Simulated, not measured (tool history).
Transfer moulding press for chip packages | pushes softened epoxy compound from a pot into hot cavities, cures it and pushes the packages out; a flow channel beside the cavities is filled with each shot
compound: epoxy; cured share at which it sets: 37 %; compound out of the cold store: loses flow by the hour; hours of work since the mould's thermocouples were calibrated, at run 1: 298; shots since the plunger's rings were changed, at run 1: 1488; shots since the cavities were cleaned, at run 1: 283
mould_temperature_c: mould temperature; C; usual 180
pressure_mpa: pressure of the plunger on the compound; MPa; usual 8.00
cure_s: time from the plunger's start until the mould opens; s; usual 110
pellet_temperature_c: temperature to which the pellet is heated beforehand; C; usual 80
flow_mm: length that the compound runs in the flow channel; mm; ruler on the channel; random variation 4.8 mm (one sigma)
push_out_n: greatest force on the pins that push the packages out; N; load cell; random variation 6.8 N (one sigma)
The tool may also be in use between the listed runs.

run     day  mould_temperature_c  pressure_mpa  cure_s  pellet_temperature_c  hours of work since the mould's thermocouples were calibrated  shots since the plunger's rings were changed  shots since the cavities were cleaned  incoming compound's hours out of the cold store  flow_mm  push_out_n
  1   0.000                  180          8.00     110                    80                                                            298                                          1488                                    283                                             18.0      758         312
      0.796  -- cavities cleaned with cleaning compound and waxed
      2.842  -- cavities cleaned with cleaning compound and waxed
  2   3.283                  180          8.00     110                    80                                                            341                                          2169                                     96                                             13.8      757         310
      4.958  -- cavities cleaned with cleaning compound and waxed
  3   5.775                  180          8.00     110                    80                                                            374                                          2692                                    176                                             17.1      733         310
      7.079  -- cavities cleaned with cleaning compound and waxed
  4   8.438                  180          8.00     128                    80                                                            410                                          3252                                    292                                             34.7      695         306
      9.262  -- cavities cleaned with cleaning compound and waxed
     11.258  -- cavities cleaned with cleaning compound and waxed
  5  11.258                  180          8.00     128                    80                                                            446                                          3833                                      0                                             17.2      728         249
     13.262  -- cavities cleaned with cleaning compound and waxed
  6  13.262                  180          8.00     146                    80                                                            473                                          4251                                      0                                             40.8      674         262
  7  14.925                  180          8.00     146                    80                                                            496                                          4610                                    359                                             25.4      698         293
     15.225  -- cavities cleaned with cleaning compound and waxed
     17.192  -- cavities cleaned with cleaning compound and waxed
  8  17.704                  180          8.00     146                    80                                                            532                                          5182                                    110                                             29.3      690         261
     19.271  -- cavities cleaned with cleaning compound and waxed
  9  19.308                  180          8.00     146                    80                                                            553                                          5514                                      9                                             30.1      684         253
     21.229  -- cavities cleaned with cleaning compound and waxed
 10  22.454                  180          8.00     146                    80                                                            595                                          6178                                    264                                             17.0      701         293
     23.333  -- plunger's sealing rings changed
     23.396  -- cavities cleaned with cleaning compound and waxed
 11  24.100                  180          8.00     110                    80                                                            615                                           151                                    151                                             36.4      724         292
     25.462  -- cavities cleaned with cleaning compound and waxed
 12  26.912                  180          8.00     110                    76                                                            653                                           744                                    313                                             38.2      717         327
     27.417  -- cavities cleaned with cleaning compound and waxed
 13  29.183                  180          8.00     110                    79                                                            683                                          1219                                    380                                             11.3      770         324
     29.471  -- cavities cleaned with cleaning compound and waxed
     30.783  -- mould's thermocouples calibrated
     31.688  -- cavities cleaned with cleaning compound and waxed
 14  32.629                  172          8.52     110                    72                                                             24                                          1917                                    203                                             17.2      811         504
     33.708  -- cavities cleaned with cleaning compound and waxed
 15  34.467                  180          8.00     110                    82                                                             49                                          2299                                    163                                             10.7      762         313
     35.704  -- cavities cleaned with cleaning compound and waxed
     37.758  -- cavities cleaned with cleaning compound and waxed
 16  38.125                  180          9.17     110                    78                                                             97                                          3061                                     80                                             41.5      741         290
     39.700  -- cavities cleaned with cleaning compound and waxed
 17  40.738                  175          6.38     121                    84                                                            132                                          3610                                    223                                             26.0      660         341
     41.833  -- cavities cleaned with cleaning compound and waxed
     43.917  -- cavities cleaned with cleaning compound and waxed
 18  44.358                  175          6.38     121                    84                                                            179                                          4363                                     95                                             25.1      649         323
     45.933  -- cavities cleaned with cleaning compound and waxed
 19  46.617                  175          6.38     121                    84                                                            209                                          4836                                    147                                             27.0      641         327
     47.979  -- cavities cleaned with cleaning compound and waxed
     49.988  -- cavities cleaned with cleaning compound and waxed
 20  49.992                  188          7.86     129                    83                                                            254                                          5537                                      1                                             33.9      638         243
     51.942  -- cavities cleaned with cleaning compound and waxed
 21  53.421                  188          7.86     129                    83                                                            300                                          6262                                    319                                             42.8      626         286
     53.829  -- plunger's sealing rings changed
     54.129  -- cavities cleaned with cleaning compound and waxed
 22  55.938                  188          7.86     129                    86                                                            332                                           440                                    389                                             33.3      683         296
     56.217  -- cavities cleaned with cleaning compound and waxed
 23  58.012                  180          6.30     136                    71                                                            359                                           874                                    387                                             28.5      658         297

How the hidden state differs across the entries between the runs, from the last listed run before each to the first after it:
Between runs 1 and 2: cavities cleaned with cleaning compound and waxed (day 0.796); cavities cleaned with cleaning compound and waxed (day 2.842)
  true mould temperature over the reading, C: 0.38 -> 0.45; pressure that reaches the compound, % of what is set: 95.52 -> 93.64; grip of the stained cavities, % over clean ones': 14.9 -> 8
  measured less the result without the state, flow_mm: -20 -> -27 mm; push_out_n: +37 -> +18 N
Between runs 2 and 3: cavities cleaned with cleaning compound and waxed (day 4.958)
  true mould temperature over the reading, C: 0.45 -> 0.51; pressure that reaches the compound, % of what is set: 93.64 -> 92.22; grip of the stained cavities, % over clean ones': 8 -> 9.7
  measured less the result without the state, flow_mm: -27 -> -33 mm; push_out_n: +18 -> +23 N
Between runs 3 and 4: cavities cleaned with cleaning compound and waxed (day 7.079)
  true mould temperature over the reading, C: 0.51 -> 0.56; pressure that reaches the compound, % of what is set: 92.22 -> 90.59; grip of the stained cavities, % over clean ones': 9.7 -> 15.9
  measured less the result without the state, flow_mm: -33 -> -37 mm; push_out_n: +23 -> +41 N
Between runs 4 and 5: cavities cleaned with cleaning compound and waxed (day 9.262); cavities cleaned with cleaning compound and waxed (day 11.258)
  true mould temperature over the reading, C: 0.56 -> 0.62; pressure that reaches the compound, % of what is set: 90.59 -> 88.91; grip of the stained cavities, % over clean ones': 15.9 -> 0.4
  measured less the result without the state, flow_mm: -37 -> -47 mm; push_out_n: +41 -> -1 N
Between runs 5 and 6: cavities cleaned with cleaning compound and waxed (day 13.262)
  true mould temperature over the reading, C: 0.62 -> 0.66; pressure that reaches the compound, % of what is set: 88.91 -> 87.8; grip of the stained cavities, % over clean ones': 0.4 -> 0.7
  measured less the result without the state, flow_mm: -47 -> -48 mm; push_out_n: -1 -> +1 N
Between runs 7 and 8: cavities cleaned with cleaning compound and waxed (day 15.225); cavities cleaned with cleaning compound and waxed (day 17.192)
  true mould temperature over the reading, C: 0.7 -> 0.76; pressure that reaches the compound, % of what is set: 86.92 -> 85.31; grip of the stained cavities, % over clean ones': 19 -> 7.9
  measured less the result without the state, flow_mm: -54 -> -61 mm; push_out_n: +47 -> +18 N
Between runs 8 and 9: cavities cleaned with cleaning compound and waxed (day 19.271)
  true mould temperature over the reading, C: 0.76 -> 0.79; pressure that reaches the compound, % of what is set: 85.31 -> 84.35; grip of the stained cavities, % over clean ones': 7.9 -> 2.1
  measured less the result without the state, flow_mm: -61 -> -64 mm; push_out_n: +18 -> +4 N
Between runs 9 and 10: cavities cleaned with cleaning compound and waxed (day 21.229)
  true mould temperature over the reading, C: 0.79 -> 0.86; pressure that reaches the compound, % of what is set: 84.35 -> 82.4; grip of the stained cavities, % over clean ones': 2.1 -> 14.6
  measured less the result without the state, flow_mm: -64 -> -76 mm; push_out_n: +4 -> +37 N
Between runs 10 and 11: plunger's sealing rings changed (day 23.333); cavities cleaned with cleaning compound and waxed (day 23.396)
  true mould temperature over the reading, C: 0.86 -> 0.89; pressure that reaches the compound, % of what is set: 82.4 -> 99.3; grip of the stained cavities, % over clean ones': 14.6 -> 9.1
  measured less the result without the state, flow_mm: -76 -> -6 mm; push_out_n: +37 -> +19 N
Between runs 11 and 12: cavities cleaned with cleaning compound and waxed (day 25.462)
  true mould temperature over the reading, C: 0.89 -> 0.94; pressure that reaches the compound, % of what is set: 99.3 -> 97.69; grip of the stained cavities, % over clean ones': 9.1 -> 17.6
  measured less the result without the state, flow_mm: -6 -> -13 mm; push_out_n: +19 -> +42 N
Between runs 12 and 13: cavities cleaned with cleaning compound and waxed (day 27.417)
  true mould temperature over the reading, C: 0.94 -> 1; pressure that reaches the compound, % of what is set: 97.69 -> 96.42; grip of the stained cavities, % over clean ones': 17.6 -> 20
  measured less the result without the state, flow_mm: -13 -> -19 mm; push_out_n: +42 -> +47 N
Between runs 13 and 14: cavities cleaned with cleaning compound and waxed (day 29.471); mould's thermocouples calibrated (day 30.783); cavities cleaned with cleaning compound and waxed (day 31.688)
  true mould temperature over the reading, C: 1 -> -0.03; pressure that reaches the compound, % of what is set: 96.42 -> 94.5; grip of the stained cavities, % over clean ones': 20 -> 11.2
  measured less the result without the state, flow_mm: -19 -> -23 mm; push_out_n: +47 -> +52 N
Between runs 14 and 15: cavities cleaned with cleaning compound and waxed (day 33.708)
  true mould temperature over the reading, C: -0.03 -> 0.01; pressure that reaches the compound, % of what is set: 94.5 -> 93.52; grip of the stained cavities, % over clean ones': 11.2 -> 9.8
  measured less the result without the state, flow_mm: -23 -> -26 mm; push_out_n: +52 -> +27 N
Between runs 15 and 16: cavities cleaned with cleaning compound and waxed (day 35.704); cavities cleaned with cleaning compound and waxed (day 37.758)
  true mould temperature over the reading, C: 0.01 -> 0.09; pressure that reaches the compound, % of what is set: 93.52 -> 91.57; grip of the stained cavities, % over clean ones': 9.8 -> 7.5
  measured less the result without the state, flow_mm: -26 -> -34 mm; push_out_n: +27 -> +20 N
Between runs 16 and 17: cavities cleaned with cleaning compound and waxed (day 39.700)
  true mould temperature over the reading, C: 0.09 -> 0.15; pressure that reaches the compound, % of what is set: 91.57 -> 89.98; grip of the stained cavities, % over clean ones': 7.5 -> 12.3
  measured less the result without the state, flow_mm: -34 -> -36 mm; push_out_n: +20 -> +36 N
Between runs 17 and 18: cavities cleaned with cleaning compound and waxed (day 41.833); cavities cleaned with cleaning compound and waxed (day 43.917)
  true mould temperature over the reading, C: 0.15 -> 0.23; pressure that reaches the compound, % of what is set: 89.98 -> 88.02; grip of the stained cavities, % over clean ones': 12.3 -> 6.2
  measured less the result without the state, flow_mm: -36 -> -44 mm; push_out_n: +36 -> +15 N
Between runs 18 and 19: cavities cleaned with cleaning compound and waxed (day 45.933)
  true mould temperature over the reading, C: 0.23 -> 0.28; pressure that reaches the compound, % of what is set: 88.02 -> 86.84; grip of the stained cavities, % over clean ones': 6.2 -> 9.5
  measured less the result without the state, flow_mm: -44 -> -48 mm; push_out_n: +15 -> +25 N
Between runs 19 and 20: cavities cleaned with cleaning compound and waxed (day 47.979); cavities cleaned with cleaning compound and waxed (day 49.988)
  true mould temperature over the reading, C: 0.28 -> 0.35; pressure that reaches the compound, % of what is set: 86.84 -> 85.1; grip of the stained cavities, % over clean ones': 9.5 -> 0.4
  measured less the result without the state, flow_mm: -48 -> -55 mm; push_out_n: +25 -> +1 N
Between runs 20 and 21: cavities cleaned with cleaning compound and waxed (day 51.942)
  true mould temperature over the reading, C: 0.35 -> 0.42; pressure that reaches the compound, % of what is set: 85.1 -> 83.15; grip of the stained cavities, % over clean ones': 0.4 -> 15.1
  measured less the result without the state, flow_mm: -55 -> -61 mm; push_out_n: +1 -> +38 N
Between runs 21 and 22: plunger's sealing rings changed (day 53.829); cavities cleaned with cleaning compound and waxed (day 54.129)
  true mould temperature over the reading, C: 0.42 -> 0.48; pressure that reaches the compound, % of what is set: 83.15 -> 97.95; grip of the stained cavities, % over clean ones': 15.1 -> 20.2
  measured less the result without the state, flow_mm: -61 -> -9 mm; push_out_n: +38 -> +49 N
Between runs 22 and 23: cavities cleaned with cleaning compound and waxed (day 56.217)
  true mould temperature over the reading, C: 0.48 -> 0.52; pressure that reaches the compound, % of what is set: 97.95 -> 96.87; grip of the stained cavities, % over clean ones': 20.2 -> 19.7
  measured less the result without the state, flow_mm: -9 -> -13 mm; push_out_n: +49 -> +48 N

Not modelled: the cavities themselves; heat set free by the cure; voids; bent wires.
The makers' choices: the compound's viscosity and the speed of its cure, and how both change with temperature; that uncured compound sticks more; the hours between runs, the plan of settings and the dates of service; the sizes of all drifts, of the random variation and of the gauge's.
